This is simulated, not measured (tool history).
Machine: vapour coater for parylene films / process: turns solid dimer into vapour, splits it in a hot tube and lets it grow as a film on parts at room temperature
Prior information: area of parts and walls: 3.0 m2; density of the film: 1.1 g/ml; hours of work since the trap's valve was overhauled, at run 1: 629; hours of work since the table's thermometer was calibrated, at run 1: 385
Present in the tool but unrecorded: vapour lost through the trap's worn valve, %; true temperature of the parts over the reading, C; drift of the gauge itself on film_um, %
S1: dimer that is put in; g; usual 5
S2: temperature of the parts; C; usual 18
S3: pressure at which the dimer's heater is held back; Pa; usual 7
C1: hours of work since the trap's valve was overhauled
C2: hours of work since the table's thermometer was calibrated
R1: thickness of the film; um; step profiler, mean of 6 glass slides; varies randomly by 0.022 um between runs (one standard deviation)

Run 1, hour 0: usual settings; C1 629; C2 385. Result: R1 0.95 um.
Run 2, hour 14.4: usual settings; C1 640; C2 396. Result: R1 0.95 um.
Run 3, hour 26.2: usual settings; C1 649; C2 405. Result: R1 0.91 um.
Run 4, hour 42.9: usual settings; C1 662; C2 418. Result: R1 0.91 um.
Run 5, hour 52.4: usual settings; C1 669; C2 425. Result: R1 0.95 um.
At hour 61.8: trap's valve overhauled.
Run 6, hour 69.1: usual settings; C1 6; C2 435. Result: R1 1.09 um.
Run 7, hour 86.6: usual settings; C1 19; C2 448. Result: R1 1.1 um.
Run 8, hour 99.4: usual settings; C1 29; C2 458. Result: R1 1.06 um.
Run 9, hour 116.8: usual settings but S3 10.88 Pa; C1 42; C2 472. Result: R1 0.97 um.
Run 10, hour 133.6: usual settings but S3 10.88 Pa; C1 55; C2 484. Result: R1 1 um.
Run 11, hour 144.1: usual settings but S3 10.88 Pa; C1 63; C2 492. Result: R1 1.01 um.
Run 12, hour 153.3: usual settings but S3 10.88 Pa; C1 70; C2 499. Result: R1 0.99 um.
Run 13, hour 162.6: usual settings but S3 10.88 Pa; C1 77; C2 507. Result: R1 1.01 um.
Run 14, hour 177.7: usual settings but S3 10.88 Pa; C1 89; C2 518. Result: R1 1 um.
Run 15, hour 189.9: usual settings but S3 10.88 Pa; C1 98; C2 527. Result: R1 1 um.
Run 16, hour 199.7: usual settings but S3 10.88 Pa; C1 105; C2 535. Result: R1 0.95 um.
Run 17, hour 212.9: usual settings but S3 10.88 Pa; C1 116; C2 545. Result: R1 0.94 um.
Run 18, hour 223.1: usual settings but S1 8 g, S2 27 C, S3 7.9 Pa; C1 123; C2 553. Result: R1 1.29 um.
Run 19, hour 233.5: usual settings but S1 9 g, S3 3.78 Pa; C1 131; C2 561. Result: R1 2.02 um.
Run 20, hour 248: usual settings but S1 3 g, S2 19 C, S3 3.87 Pa; C1 142; C2 572. Result: R1 0.64 um.
Run 21, hour 264.7: usual settings but S1 8 g, S2 19 C, S3 3.87 Pa; C1 155; C2 585. Result: R1 1.75 um.
Run 22, hour 272.4: usual settings but S1 8 g, S2 19 C, S3 5.21 Pa; C1 161; C2 591. Result: R1 1.62 um.
Run 23, hour 285.6: usual settings but S1 2 g, S2 17 C; C1 171; C2 601. Result: R1 0.42 um.
Run 24, hour 302.8: usual settings but S1 3 g, S2 29 C, S3 6.55 Pa; C1 184; C2 614. Result: R1 0.45 um.
Run 25, hour 310.4: usual settings but S2 23 C, S3 2.38 Pa; C1 190; C2 620. Result: R1 1.03 um.
Run 26, hour 321.5: usual settings but S1 3 g; C1 199; C2 628. Result: R1 0.61 um.
Run 27, hour 338.5: usual settings but S1 7 g, S3 3.27 Pa; C1 212; C2 641. Result: R1 1.56 um.

Forecast run 28:
Run 28, hour 354.4: usual settings but S1 4 g, S2 15 C, S3 3.28 Pa; C1 224; C2 653. Result: R1 ?.

{"run 28": {"R1": 0.96}}
Minus the tool's unlogged condition, the same run would have read R1 1.01 um.
